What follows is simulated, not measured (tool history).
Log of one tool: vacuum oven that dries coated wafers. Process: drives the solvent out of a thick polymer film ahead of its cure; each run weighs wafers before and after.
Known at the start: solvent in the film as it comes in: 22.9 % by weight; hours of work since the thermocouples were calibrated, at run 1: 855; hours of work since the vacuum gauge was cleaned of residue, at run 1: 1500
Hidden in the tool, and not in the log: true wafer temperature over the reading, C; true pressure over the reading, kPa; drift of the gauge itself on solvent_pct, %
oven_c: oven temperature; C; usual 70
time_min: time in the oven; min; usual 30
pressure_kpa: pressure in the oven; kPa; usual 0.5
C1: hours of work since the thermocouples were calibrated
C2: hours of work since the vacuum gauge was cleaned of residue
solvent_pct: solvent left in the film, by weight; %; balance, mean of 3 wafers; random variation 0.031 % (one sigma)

Run 1, hour 0: usual settings; C1 855; C2 1500. Result: solvent_pct 2.31 %.
Run 2, hour 71.2: usual settings; C1 885; C2 1529. Result: solvent_pct 2.34 %.
Run 3, hour 151.5: usual settings but pressure_kpa 1.722 kPa; C1 918; C2 1563. Result: solvent_pct 3.11 %.
Run 4, hour 199.4: usual settings but pressure_kpa 1.722 kPa; C1 938; C2 1583. Result: solvent_pct 3.16 %.
Run 5, hour 248.6: usual settings but pressure_kpa 1.722 kPa; C1 959; C2 1603. Result: solvent_pct 3.2 %.
Run 6, hour 333.8: usual settings but pressure_kpa 1.722 kPa; C1 994; C2 1638. Result: solvent_pct 3.19 %.
Run 7, hour 394.7: usual settings but oven_c 77 C, pressure_kpa 1.722 kPa; C1 1020; C2 1664. Result: solvent_pct 1.84 %.
Run 8, hour 459.2: usual settings; C1 1046; C2 1691. Result: solvent_pct 2.4 %.
Run 9, hour 538.4: usual settings; C1 1079; C2 1724. Result: solvent_pct 2.36 %.
Run 10, hour 589.4: usual settings; C1 1100; C2 1745. Result: solvent_pct 2.37 %.
Run 11, hour 646.2: usual settings but oven_c 79 C; C1 1124; C2 1768. Result: solvent_pct 0.92 %.
At hour 687.4: oven's thermocouples calibrated.
Run 12, hour 713.6: usual settings but pressure_kpa 1.686 kPa; C1 11; C2 1796. Result: solvent_pct 2.99 %.
At hour 720: vacuum gauge cleaned of residue and calibrated.
Run 13, hour 791.5: usual settings but oven_c 69 C, time_min 39 min, pressure_kpa 0.72 kPa; C1 43; C2 30. Result: solvent_pct 1.67 %.
Run 14, hour 883.2: usual settings but pressure_kpa 1.701 kPa; C1 81; C2 68. Result: solvent_pct 3.04 %.
Run 15, hour 964.8: usual settings but oven_c 62 C, time_min 16 min, pressure_kpa 1.379 kPa; C1 115; C2 102. Result: solvent_pct 8.94 %.
Run 16, hour 1032.3: usual settings but oven_c 62 C, time_min 16 min, pressure_kpa 1.379 kPa; C1 143; C2 130. Result: solvent_pct 8.92 %.
Run 17, hour 1084.5: usual settings but oven_c 79 C, time_min 16 min, pressure_kpa 0.618 kPa; C1 164; C2 152. Result: solvent_pct 3.15 %.
At hour 1100.8: vacuum gauge cleaned of residue and calibrated, once more.
Run 18, hour 1155.7: usual settings but oven_c 79 C, time_min 16 min, pressure_kpa 0.618 kPa; C1 193; C2 23. Result: solvent_pct 3.04 %.
Run 19, hour 1224.1: usual settings but oven_c 62 C, pressure_kpa 1.197 kPa; C1 222; C2 51. Result: solvent_pct 4.79 %.

How the hidden state differs across the entries between the runs, from the last listed run before each to the first after it:
Between runs 11 and 12: oven's thermocouples calibrated (hour 687.4)
  true wafer temperature over the reading, C: -0.93 -> 0.02; true pressure over the reading, kPa: 0.176 -> 0.178
  measured less the result without the state, solvent_pct: +0.18 -> +0.12 %
Between runs 12 and 13: vacuum gauge cleaned of residue and calibrated (hour 720)
  true wafer temperature over the reading, C: 0.02 -> 0; true pressure over the reading, kPa: 0.178 -> 0.232
  measured less the result without the state, solvent_pct: +0.12 -> +0.17 %
Between runs 17 and 18: vacuum gauge cleaned of residue and calibrated, once more (hour 1100.8)
  true wafer temperature over the reading, C: -0.1 -> -0.13; true pressure over the reading, kPa: 0.245 -> 0.001
  measured less the result without the state, solvent_pct: +0.14 -> +0.03 %
